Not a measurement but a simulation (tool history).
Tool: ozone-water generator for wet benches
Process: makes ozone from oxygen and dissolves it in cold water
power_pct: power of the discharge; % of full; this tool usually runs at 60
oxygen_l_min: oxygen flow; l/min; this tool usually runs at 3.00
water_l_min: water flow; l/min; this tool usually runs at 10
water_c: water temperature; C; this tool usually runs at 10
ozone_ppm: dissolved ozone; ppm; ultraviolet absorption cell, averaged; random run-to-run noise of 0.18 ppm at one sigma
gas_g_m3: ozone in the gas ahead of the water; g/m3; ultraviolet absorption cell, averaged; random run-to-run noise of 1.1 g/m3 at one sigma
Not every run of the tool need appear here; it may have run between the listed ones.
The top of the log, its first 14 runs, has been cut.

run      day  power_pct  oxygen_l_min  water_l_min  water_c  ozone_ppm  gas_g_m3
 15   70.558         60          3.87           10       10       22.7     153.0
 16   74.092         60          3.87           10       10       22.1     153.8
      75.012  -- water thermometer calibrated, once more
 17   80.804         60          3.87           10       10       22.1     151.3
 18   86.575         56          1.93           11       13       18.9     226.0
 19   92.833         82          3.85           11       13       23.0     182.6
 20   96.038         82          3.85           11       13       22.9     183.0
 21  102.988         82          1.66           12       13       20.9     309.6
 22  109.542         82          1.66           12       13       20.9     304.0

Run 23 is up next; what results do you expect?
 23  114.238         55          2.21           13        5          ?         ?

{"run 23": {"ozone_ppm": 16.3, "gas_g_m3": 203.3}}
Without the tool's hidden state the same run would have given ozone_ppm 18.8 ppm, gas_g_m3 226.1 g/m3.

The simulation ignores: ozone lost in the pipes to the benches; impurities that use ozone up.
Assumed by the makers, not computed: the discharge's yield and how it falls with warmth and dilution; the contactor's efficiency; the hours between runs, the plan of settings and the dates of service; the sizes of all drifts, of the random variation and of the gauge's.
